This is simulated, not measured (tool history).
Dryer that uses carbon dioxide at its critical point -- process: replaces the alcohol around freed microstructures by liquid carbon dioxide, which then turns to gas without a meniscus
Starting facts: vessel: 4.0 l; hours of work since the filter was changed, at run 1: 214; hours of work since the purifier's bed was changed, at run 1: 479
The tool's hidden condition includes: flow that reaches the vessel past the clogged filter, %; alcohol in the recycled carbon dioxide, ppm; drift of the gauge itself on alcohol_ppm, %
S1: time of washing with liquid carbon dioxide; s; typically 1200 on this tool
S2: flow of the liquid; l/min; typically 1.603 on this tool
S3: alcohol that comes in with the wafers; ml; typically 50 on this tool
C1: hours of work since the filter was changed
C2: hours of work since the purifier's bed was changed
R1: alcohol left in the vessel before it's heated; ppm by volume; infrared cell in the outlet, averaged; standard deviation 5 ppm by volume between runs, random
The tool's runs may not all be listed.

run	hour	S1	S2	S3	C1	C2	R1
1	0.0	1200	1.603	50	214	479	149
2	35.8	1200	1.603	50	230	496	148
3	85.7	1200	2.460	50	253	519	130
4	108.3	1200	2.460	50	264	529	132
5	132.4	1200	1.603	50	275	540	159
6	181.6	1200	1.603	50	298	563	170
7	222.3	1200	1.603	50	317	582	178
8	243.5	1200	2.130	50	326	592	156
9	273.6	1200	2.130	50	340	606	156
10	309.2	1200	2.290	50	357	622	157
11	345.4	1200	2.290	50	374	639	165
# hour 352.5: inlet filter changed
12	373.3	1200	1.660	50	10	651	169
13	402.8	1200	1.660	50	23	665	165
14	448.7	780	1.603	50	45	686	322
15	497.8	780	1.603	50	67	709	326
16	526.5	780	1.603	50	81	722	342
17	576.4	780	1.603	50	104	746	353
18	609.7	780	1.603	50	119	761	355
19	632.9	1140	1.603	50	130	772	210
20	669.0	1200	1.603	50	147	788	212
21	706.5	1200	1.603	50	164	806	220
22	740.3	1200	1.603	50	180	821	227
23	767.8	1440	1.603	44	192	834	208
24	811.0	1260	2.350	22	212	854	210
25	853.9	1260	1.630	22	232	874	232
26	880.2	1020	1.630	22	244	886	247
27	903.3	1200	1.240	50	255	897	320
# hour 926.8: purifier's bed changed
28	937.3	900	0.980	48	270	5	764
29	970.6	900	0.980	48	285	20	787
30	1003.2	900	0.980	48	300	35	806
31	1029.7	900	0.980	48	312	48	810
32	1072.4	900	0.980	35	332	67	623
33	1106.8	900	0.980	35	348	83	621
34	1150.9	900	0.980	35	368	104	644
# hour 1171.4: inlet filter changed
35	1187.9	1140	1.603	50	8	120	54
36	1224.5	1140	1.603	50	25	137	58
37	1261.7	1620	2.700	25	42	155	47
38	1292.1	1200	1.240	50	56	169	119
39	1330.3	1200	1.240	50	74	186	127
40	1353.8	1200	1.603	58	84	197	73
41	1403.1	1080	2.290	38	107	220	57

5 options for the next run, each taken on its own from the tool as it stands now. Forecast them:
A	1443.5	1200	1.940	50	126	239	?
B	1443.5	900	1.190	23	126	239	?
C	1443.5	780	0.980	97	126	239	?
D	1443.5	1740	2.290	38	126	239	?
E	1443.5	1200	1.603	47	126	239	?

run	R1
A	69
B	224
C	1962
D	63
E	84
The same runs, with their run-to-run variation unchanged, on a tool lacking any hidden condition would have given:
run	R1
A	6
B	130
C	1634
D	1
E	18
